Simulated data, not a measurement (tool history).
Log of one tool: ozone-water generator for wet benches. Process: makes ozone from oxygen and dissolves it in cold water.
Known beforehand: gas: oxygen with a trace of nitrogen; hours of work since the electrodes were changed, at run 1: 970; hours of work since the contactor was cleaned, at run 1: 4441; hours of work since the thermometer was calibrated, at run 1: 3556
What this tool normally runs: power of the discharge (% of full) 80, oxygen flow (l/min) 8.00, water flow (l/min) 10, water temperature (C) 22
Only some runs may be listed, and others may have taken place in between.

run,hour,power of the discharge (% of full),oxygen flow (l/min),water flow (l/min),water temperature (C),hours of work since the electrodes were changed,hours of work since the contactor was cleaned,hours of work since the thermometer was calibrated,dissolved ozone (ppm),ozone in the gas ahead of the water (g/m3)
1,0.0,80,8.00,10,22,970,4441,3556,26.6,236.2
2,14.5,80,8.00,9,22,982,4452,3567,28.8,238.0
3,31.5,80,8.00,9,22,995,4465,3580,28.8,240.3
4,48.2,80,8.00,15,22,1007,4478,3593,20.3,239.4
5,70.9,80,8.00,12,22,1025,4495,3610,23.5,239.8
6,89.1,80,8.00,10,22,1039,4509,3624,26.7,236.3
7,108.7,80,8.00,10,22,1054,4524,3639,26.4,235.6
8,123.2,80,9.27,10,22,1065,4535,3650,25.1,217.4
9,146.7,80,9.27,10,22,1083,4554,3668,25.3,214.7
10,180.3,80,9.27,10,22,1109,4579,3694,25.0,216.8
11,213.2,80,9.27,10,22,1134,4605,3719,24.8,215.5
12,244.6,80,9.27,10,22,1158,4629,3743,25.0,214.8
13,266.5,80,8.00,11,22,1175,4645,3760,24.9,236.0
14,293.1,80,8.00,11,22,1195,4666,3781,25.2,235.3
15,311.3,80,8.00,11,22,1209,4680,3795,25.2,239.7
16,333.3,44,8.00,11,22,1226,4697,3811,18.4,174.3
17,352.8,76,13.48,14,30,1241,4711,3826,13.6,161.7
18,373.1,76,13.48,14,23,1256,4727,3842,16.5,164.2
# hour 393.7: water thermometer calibrated
19,404.0,76,13.29,14,22,1280,4750,8,16.8,163.6
20,433.7,76,13.29,14,22,1302,4773,31,16.8,164.0
21,466.6,80,8.00,10,14,1328,4798,56,31.7,235.0
22,492.1,50,8.00,10,21,1347,4818,75,21.2,186.0
23,518.2,50,8.00,10,21,1367,4838,95,21.1,184.3
24,538.9,50,8.00,10,21,1383,4854,111,21.2,186.6
25,570.5,50,8.00,10,21,1407,4878,136,21.3,185.6
26,599.5,50,8.00,10,21,1430,4900,158,21.7,184.2
27,624.6,50,7.42,10,21,1449,4919,177,22.1,192.1
28,657.4,50,7.42,10,21,1474,4945,202,22.2,194.3
29,689.3,62,8.00,10,22,1498,4969,227,22.7,208.4
30,714.7,75,4.64,10,22,1518,4988,246,30.8,325.9
31,728.3,89,8.00,11,22,1528,4999,256,26.3,248.2
32,756.0,92,4.93,9,19,1549,5020,278,38.6,345.5

Each run again, without the hidden state but with its own random variation kept:
Hidden state present: yield of the discharge, % of new electrodes'; contactor's efficiency, % of a clean one's; true water temperature over the reading, C; drift of the gauge itself on ozone_ppm, %; drift of the gauge itself on gas_g_m3, %.
run,dissolved ozone (ppm),ozone in the gas ahead of the water (g/m3)
1,28.7,242.3
2,31.0,244.1
3,31.0,246.6
4,22.0,245.7
5,25.4,246.2
6,28.9,242.7
7,28.5,242.1
8,27.2,223.4
9,27.3,220.7
10,27.1,223.0
11,26.9,221.8
12,27.1,221.2
13,27.1,243.2
14,27.4,242.6
15,27.4,247.1
16,19.8,178.1
17,14.9,166.7
18,18.0,169.2
19,18.3,168.8
20,18.3,169.3
21,34.5,242.9
22,22.9,190.8
23,22.8,189.2
24,22.9,191.6
25,23.1,190.6
26,23.5,189.2
27,23.9,197.5
28,24.1,199.8
29,24.8,215.2
30,33.7,337.8
31,28.9,258.1
32,42.3,359.7
